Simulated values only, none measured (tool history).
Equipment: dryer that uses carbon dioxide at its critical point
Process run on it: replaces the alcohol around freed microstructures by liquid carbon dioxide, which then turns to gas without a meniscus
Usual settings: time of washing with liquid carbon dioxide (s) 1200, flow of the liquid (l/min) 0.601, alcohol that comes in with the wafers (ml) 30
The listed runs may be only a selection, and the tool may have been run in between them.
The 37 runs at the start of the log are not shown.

| run | hour | time of washing with liquid carbon dioxide (s) | flow of the liquid (l/min) | alcohol that comes in with the wafers (ml) | alcohol left in the vessel before it's heated (ppm by volume) |
|---|---|---|---|---|---|
|  | 1148.5 | inlet filter changed |
| 38 | 1154.7 | 1200 | 0.979 | 69 | 100 |
| 39 | 1197.7 | 1200 | 0.601 | 32 | 319 |
| 40 | 1233.9 | 1200 | 0.601 | 32 | 311 |
| 41 | 1270.1 | 1200 | 0.614 | 106 | 817 |
| 42 | 1306.2 | 780 | 0.395 | 30 | 2697 |
| 43 | 1336.1 | 1140 | 0.395 | 79 | 3219 |
| 44 | 1360.7 | 1140 | 0.395 | 79 | 3214 |
| 45 | 1405.3 | 1140 | 0.562 | 50 | 785 |

Predict each of these 3 candidate next runs independently; none follows another, all start after run 45:
| A | 1428.5 | 1200 | 0.986 | 30 | ? |
| B | 1428.5 | 1380 | 0.561 | 21 | ? |
| C | 1428.5 | 1620 | 0.545 | 106 | ? |

| run | alcohol left in the vessel before it's heated (ppm by volume) |
|---|---|
| A | 123 |
| B | 229 |
| C | 479 |
Stripped of hidden state, with their random variation kept, the same runs would have yielded:
| run | alcohol left in the vessel before it's heated (ppm by volume) |
|---|---|
| A | 26 |
| B | 111 |
| C | 310 |
